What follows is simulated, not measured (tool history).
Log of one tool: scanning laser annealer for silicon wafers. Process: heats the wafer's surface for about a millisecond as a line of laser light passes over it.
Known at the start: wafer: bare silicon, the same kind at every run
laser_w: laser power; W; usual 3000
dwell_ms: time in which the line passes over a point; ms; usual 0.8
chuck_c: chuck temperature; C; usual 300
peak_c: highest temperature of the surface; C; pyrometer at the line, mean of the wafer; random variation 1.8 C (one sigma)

| run | hour | laser_w | dwell_ms | chuck_c | peak_c |
|---|---|---|---|---|---|
| 1 | 0 | 3000 | 0.8 | 300 | 1047 |
| 2 | 6.8 | 3000 | 0.8 | 300 | 1046 |
| 3 | 15.8 | 3000 | 0.8 | 300 | 1046 |
| 4 | 24.8 | 3000 | 0.8 | 300 | 1049 |
| 5 | 33.4 | 3000 | 0.8 | 300 | 1048 |
| 6 | 39.1 | 3000 | 0.8 | 293 | 1038 |
| 7 | 45.7 | 3000 | 0.8 | 293 | 1039 |
| 8 | 51.8 | 3000 | 0.8 | 300 | 1046 |
| 9 | 59.3 | 3000 | 0.8 | 300 | 1043 |
| 10 | 68.8 | 3000 | 0.8 | 300 | 1045 |
| 11 | 75.8 | 3000 | 0.675 | 300 | 981 |
| 12 | 81.3 | 3000 | 0.8 | 300 | 1045 |
| 13 | 89.8 | 3000 | 0.8 | 300 | 1045 |
| 14 | 95.1 | 3000 | 0.8 | 299 | 1044 |
| 15 | 104.6 | 2737 | 0.8 | 300 | 980 |
| 16 | 112.1 | 3000 | 0.8 | 285 | 1032 |
| 17 | 120.7 | 3000 | 0.8 | 285 | 1030 |
| 18 | 131.5 | 3000 | 0.8 | 278 | 1021 |
| 19 | 136.7 | 3000 | 0.8 | 278 | 1022 |
| 20 | 141.6 | 3000 | 0.8 | 270 | 1016 |
|  | 145.6 | laser's power meter calibrated |
| 21 | 153.4 | 3000 | 0.8 | 270 | 1014 |
| 22 | 159.5 | 2923 | 0.65 | 319 | 968 |
| 23 | 166.6 | 2923 | 0.65 | 319 | 964 |
| 24 | 175 | 3160 | 0.8 | 265 | 1047 |
| 25 | 184.3 | 2929 | 0.913 | 300 | 1080 |
| 26 | 190.6 | 2929 | 0.913 | 300 | 1082 |
| 27 | 197.3 | 2929 | 0.913 | 300 | 1079 |
| 28 | 203.6 | 3294 | 0.963 | 300 | 1209 |
|  | 208 | laser's power meter calibrated, once more |
| 29 | 214.1 | 3294 | 0.931 | 300 | 1193 |
| 30 | 224 | 2678 | 0.835 | 289 | 965 |
| 31 | 231.2 | 2870 | 0.8 | 284 | 995 |
| 32 | 237.1 | 2616 | 0.695 | 317 | 915 |
| 33 | 248.1 | 3239 | 0.695 | 333 | 1075 |
| 34 | 253.1 | 2623 | 0.581 | 269 | 810 |
| 35 | 260.2 | 2623 | 0.581 | 269 | 813 |
| 36 | 267.5 | 3000 | 0.991 | 272 | 1109 |
| 37 | 272.7 | 3000 | 0.991 | 272 | 1106 |
| 38 | 280.4 | 3000 | 0.682 | 334 | 1013 |
| 39 | 290.3 | 3000 | 0.602 | 274 | 911 |
| 40 | 299.2 | 2861 | 0.76 | 260 | 948 |

Measured less the same run without the tool's hidden state. The same run-to-run variation is in both; the gauge's scatter may not be:
The hidden state here: light that passes the window, % of a clean one's; laser's true power over the reading, %; width of the line over the set one, %; drift of the gauge itself on peak_c, C.
| run | peak_c |
|---|---|
| 1 | -15 |
| 2 | -15 |
| 3 | -15 |
| 4 | -15 |
| 5 | -15 |
| 6 | -15 |
| 7 | -15 |
| 8 | -15 |
| 9 | -16 |
| 10 | -16 |
| 11 | -14 |
| 12 | -16 |
| 13 | -16 |
| 14 | -16 |
| 15 | -14 |
| 16 | -16 |
| 17 | -16 |
| 18 | -16 |
| 19 | -16 |
| 20 | -16 |
| 21 | -17 |
| 22 | -14 |
| 23 | -15 |
| 24 | -18 |
| 25 | -18 |
| 26 | -18 |
| 27 | -18 |
| 28 | -21 |
| 29 | -21 |
| 30 | -16 |
| 31 | -16 |
| 32 | -15 |
| 33 | -18 |
| 34 | -13 |
| 35 | -13 |
| 36 | -20 |
| 37 | -20 |
| 38 | -17 |
| 39 | -16 |
| 40 | -17 |
